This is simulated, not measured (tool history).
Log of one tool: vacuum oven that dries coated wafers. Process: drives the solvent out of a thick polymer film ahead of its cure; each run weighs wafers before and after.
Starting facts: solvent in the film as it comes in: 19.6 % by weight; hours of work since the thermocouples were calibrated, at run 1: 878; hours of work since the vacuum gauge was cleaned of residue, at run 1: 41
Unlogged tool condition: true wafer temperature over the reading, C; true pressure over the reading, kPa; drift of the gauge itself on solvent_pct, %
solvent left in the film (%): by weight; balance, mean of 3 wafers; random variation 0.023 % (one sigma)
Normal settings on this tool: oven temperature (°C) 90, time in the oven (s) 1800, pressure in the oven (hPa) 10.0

run	hour	oven temperature (°C)	time in the oven (s)	pressure in the oven (hPa)	hours of work since the thermocouples were calibrated	hours of work since the vacuum gauge was cleaned of residue	solvent left in the film (%)
1	0.0	90	1800	10.0	878	41	1.88
2	22.9	90	1800	10.0	891	55	1.87
3	38.4	90	1800	10.0	900	64	1.89
# hour 47.7: oven's thermocouples calibrated
4	62.7	90	1800	10.0	9	77	2.28
5	89.5	90	1800	10.0	24	92	2.27
6	111.6	90	1800	10.0	37	105	2.28
7	135.3	90	1800	10.0	51	119	2.21
8	149.8	90	1680	10.0	59	127	2.48
9	168.6	90	1680	10.0	70	138	2.51
10	191.1	90	1800	10.0	83	151	2.22
11	210.8	90	1800	10.6	94	162	2.27
12	240.3	90	1800	10.6	111	179	2.24
13	261.5	90	1800	10.6	124	192	2.25
14	281.9	90	1800	10.6	135	203	2.22
15	301.8	90	1800	10.6	147	215	2.27
16	321.2	90	1800	10.6	158	226	2.23
17	333.6	90	1800	10.0	165	233	2.18
18	361.2	90	1800	10.0	181	249	2.22
19	388.3	90	1800	10.0	197	265	2.25
20	402.7	90	1860	10.0	205	273	2.04
21	418.1	90	1800	10.0	214	282	2.14
22	440.4	90	1800	10.0	227	295	2.18
23	460.6	90	1800	39.9	239	307	3.52
24	475.7	90	1740	6.8	248	316	2.16
25	492.9	77	1800	10.0	258	325	6.09
26	515.7	87	960	8.1	271	339	6.15
27	532.8	87	1620	8.1	281	349	3.30
28	548.4	102	1620	9.5	290	358	0.69
29	574.2	95	3180	9.5	305	373	0.49
30	595.7	95	3180	7.2	317	385	0.43
31	618.5	101	1260	7.2	330	398	1.16
32	644.6	77	1020	17.3	345	413	9.30
33	660.6	77	1020	17.3	355	423	9.39
34	680.2	78	3180	17.3	366	434	3.28
35	705.0	99	3180	17.3	380	448	0.65
36	729.6	90	2700	10.0	395	462	1.02
37	749.4	87	2280	34.1	406	474	3.14
38	763.0	100	3120	29.4	414	482	1.01
39	787.2	86	2340	20.7	428	496	2.57
40	809.0	86	2340	20.7	441	508	2.57
41	821.2	86	2340	20.7	448	515	2.62
42	847.5	86	2340	20.7	463	531	2.56
43	877.3	104	1620	26.3	480	548	1.00
44	898.6	104	1620	26.3	492	560	0.97
45	927.5	103	1620	26.3	509	577	1.06
46	944.4	82	2400	17.7	519	587	3.30

Each row is a separate what-if for the run after 46, all from the same tool condition, not one after another. Results?
A	957.7	82	3120	29.0	527	594	?
B	957.7	90	1800	8.3	527	594	?
C	957.7	82	2400	23.9	527	594	?
D	957.7	90	2700	10.0	527	594	?

run	solvent left in the film (%)
A	3.01
B	2.02
C	3.69
D	1.04
What these runs would have given with no unlogged condition in the tool:
run	solvent left in the film (%)
A	3.12
B	2.13
C	3.84
D	1.07
